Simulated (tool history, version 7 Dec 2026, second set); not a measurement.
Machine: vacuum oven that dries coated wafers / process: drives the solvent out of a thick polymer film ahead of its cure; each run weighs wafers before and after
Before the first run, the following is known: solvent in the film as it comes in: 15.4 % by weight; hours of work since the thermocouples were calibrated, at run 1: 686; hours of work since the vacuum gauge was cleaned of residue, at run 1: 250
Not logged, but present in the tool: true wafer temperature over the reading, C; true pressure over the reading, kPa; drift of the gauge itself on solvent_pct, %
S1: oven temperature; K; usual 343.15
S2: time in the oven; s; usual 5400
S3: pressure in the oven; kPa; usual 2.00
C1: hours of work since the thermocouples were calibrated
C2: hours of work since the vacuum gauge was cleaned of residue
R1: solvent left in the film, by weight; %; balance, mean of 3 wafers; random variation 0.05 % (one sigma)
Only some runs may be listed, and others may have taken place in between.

{"run": 1, "hour": 0.0, "S1": 343.15, "S2": 5400, "S3": 2.0, "C1": 686, "C2": 250, "R1": 5.43}
{"run": 2, "hour": 16.5, "S1": 350.15, "S2": 5400, "S3": 2.0, "C1": 693, "C2": 257, "R1": 3.67}
{"run": 3, "hour": 41.8, "S1": 343.15, "S2": 5400, "S3": 2.0, "C1": 703, "C2": 268, "R1": 5.37}
{"run": 4, "hour": 59.0, "S1": 343.15, "S2": 5400, "S3": 6.37, "C1": 711, "C2": 275, "R1": 12.65}
{"run": 5, "hour": 73.2, "S1": 343.15, "S2": 5400, "S3": 6.37, "C1": 717, "C2": 281, "R1": 12.86}
{"run": 6, "hour": 92.7, "S1": 335.15, "S2": 5400, "S3": 6.37, "C1": 725, "C2": 289, "R1": 15.46}
{"run": 7, "hour": 105.9, "S1": 335.15, "S2": 5400, "S3": 3.51, "C1": 731, "C2": 295, "R1": 11.05}
{"run": 8, "hour": 119.7, "S1": 343.15, "S2": 6000, "S3": 2.0, "C1": 736, "C2": 301, "R1": 5.16}
{"run": 9, "hour": 137.6, "S1": 343.15, "S2": 6000, "S3": 2.0, "C1": 744, "C2": 308, "R1": 5.21}
{"run": 10, "hour": 158.5, "S1": 343.15, "S2": 6000, "S3": 2.0, "C1": 753, "C2": 317, "R1": 5.19}
{"run": 11, "hour": 185.2, "S1": 343.15, "S2": 5400, "S3": 2.0, "C1": 764, "C2": 329, "R1": 5.47}
{"run": 12, "hour": 200.2, "S1": 343.15, "S2": 5400, "S3": 2.0, "C1": 770, "C2": 335, "R1": 5.46}
{"run": 13, "hour": 226.1, "S1": 333.15, "S2": 5400, "S3": 2.0, "C1": 781, "C2": 346, "R1": 8.86}
{"run": 14, "hour": 238.2, "S1": 333.15, "S2": 5400, "S3": 2.0, "C1": 787, "C2": 351, "R1": 8.83}
{"run": 15, "hour": 251.0, "S1": 352.15, "S2": 6480, "S3": 3.63, "C1": 792, "C2": 356, "R1": 5.17}
{"run": 16, "hour": 266.4, "S1": 349.15, "S2": 2940, "S3": 2.27, "C1": 798, "C2": 363, "R1": 6.02}
{"run": 17, "hour": 289.9, "S1": 343.15, "S2": 5280, "S3": 5.71, "C1": 808, "C2": 373, "R1": 11.92}
{"run": 18, "hour": 309.4, "S1": 350.15, "S2": 6480, "S3": 2.0, "C1": 817, "C2": 381, "R1": 3.39}
{"run": 19, "hour": 329.4, "S1": 334.15, "S2": 6480, "S3": 2.0, "C1": 825, "C2": 390, "R1": 7.96}
{"run": 20, "hour": 349.4, "S1": 334.15, "S2": 6480, "S3": 1.55, "C1": 834, "C2": 398, "R1": 6.96}
{"run": 21, "hour": 371.5, "S1": 347.15, "S2": 5400, "S3": 1.76, "C1": 843, "C2": 407, "R1": 4.09}
{"run": 22, "hour": 383.3, "S1": 347.15, "S2": 5400, "S3": 1.76, "C1": 848, "C2": 412, "R1": 4.06}
{"run": 23, "hour": 400.0, "S1": 353.15, "S2": 6540, "S3": 2.0, "C1": 855, "C2": 420, "R1": 2.96}
{"run": 24, "hour": 425.1, "S1": 353.15, "S2": 6540, "S3": 2.0, "C1": 866, "C2": 430, "R1": 2.9}
{"run": 25, "hour": 441.6, "S1": 347.15, "S2": 7980, "S3": 5.17, "C1": 873, "C2": 437, "R1": 8.93}
{"run": 26, "hour": 455.9, "S1": 343.15, "S2": 5400, "S3": 2.53, "C1": 879, "C2": 443, "R1": 6.53}
{"run": 27, "hour": 474.9, "S1": 343.15, "S2": 5400, "S3": 2.53, "C1": 887, "C2": 451, "R1": 6.55}

3 options for the next run, each taken on its own from the tool as it stands now. Forecast them:
{"run": "A", "hour": 485.7, "S1": 334.15, "S2": 5400, "S3": 1.91, "C1": 891, "C2": 456, "R1": "?"}
{"run": "B", "hour": 485.7, "S1": 334.15, "S2": 3240, "S3": 4.23, "C1": 891, "C2": 456, "R1": "?"}
{"run": "C", "hour": 485.7, "S1": 336.15, "S2": 9660, "S3": 2.0, "C1": 891, "C2": 456, "R1": "?"}

run=A R1=8.30
run=B R1=13.71
run=C R1=6.44
Had the tool no hidden state, the same runs would have come out as:
run=A R1=7.61
run=B R1=12.99
run=C R1=5.78
